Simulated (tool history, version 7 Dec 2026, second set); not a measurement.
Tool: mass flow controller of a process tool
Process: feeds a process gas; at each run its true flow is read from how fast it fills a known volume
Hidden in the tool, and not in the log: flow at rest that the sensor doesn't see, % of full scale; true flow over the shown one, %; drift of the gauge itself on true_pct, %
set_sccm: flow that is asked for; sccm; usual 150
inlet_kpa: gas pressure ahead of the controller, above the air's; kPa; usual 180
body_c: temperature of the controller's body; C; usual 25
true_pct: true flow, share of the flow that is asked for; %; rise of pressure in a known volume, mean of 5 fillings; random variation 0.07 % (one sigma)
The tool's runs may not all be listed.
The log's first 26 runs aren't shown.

run    hour  set_sccm  inlet_kpa  body_c  hours of work since the controller was set to zero  hours of work since the controller was changed  true_pct
 27  3657.2        63        188      32                                                4436                                            4436        99
 28  3777.4        63        188      32                                                4531                                            4531     98.85
 29  3973.6       181        215      25                                                4687                                            4687     99.58
 30  4104.2        66        273      37                                                4790                                            4790     99.33
 31  4261.9       219        191      30                                                4916                                            4916     99.33
 32  4469.1       219        191      30                                                5080                                            5080     99.28
 33  4562.9       464        201      20                                                5155                                            5155    100.16
 34  4737.4       219        148      39                                                5293                                            5293     98.59
 35    4935       150        244      23                                                5450                                            5450     99.88
 36  5027.7       150        244      23                                                5523                                            5523     99.83
 37    5143       144        178      25                                                5615                                            5615     99.29
 38  5351.9       144        178      25                                                5781                                            5781     99.24
 39  5484.7       144        178      25                                                5886                                            5886     99.25
 40    5571       150        182      25                                                5955                                            5955     99.31
 41    5760       113        174      31                                                6105                                            6105     99.01
 42  5877.5       113        174      31                                                6198                                            6198     98.89
 43  6087.2       331        244      25                                                6365                                            6365    100.13
 44  6189.1       140        227      37                                                6445                                            6445      99.2
 45  6363.2       140        227      37                                                6584                                            6584     99.09
 46  6484.5       140        227      37                                                6680                                            6680      99.2
     6542.2  -- controller's zero set anew
 47  6582.2       140        227      37                                                  32                                            6757     99.18
 48    6678       189        220      25                                                 108                                            6833     99.66

4 ways to go on from here, each from the tool as it stands after run 48. What would each give?
  A  6780.1       185        180      25                                                 189                                            6914         ?
  B  6780.1        54        220      28                                                 189                                            6914         ?
  C  6780.1       463        223      33                                                 189                                            6914         ?
  D  6780.1       150        276      25                                                 189                                            6914         ?

run  true_pct
  A     99.39
  B     99.32
  C     99.76
  D     99.89
Without the tool's hidden state the same runs would have given:
run  true_pct
  A     99.39
  B     99.32
  C     99.76
  D     99.89
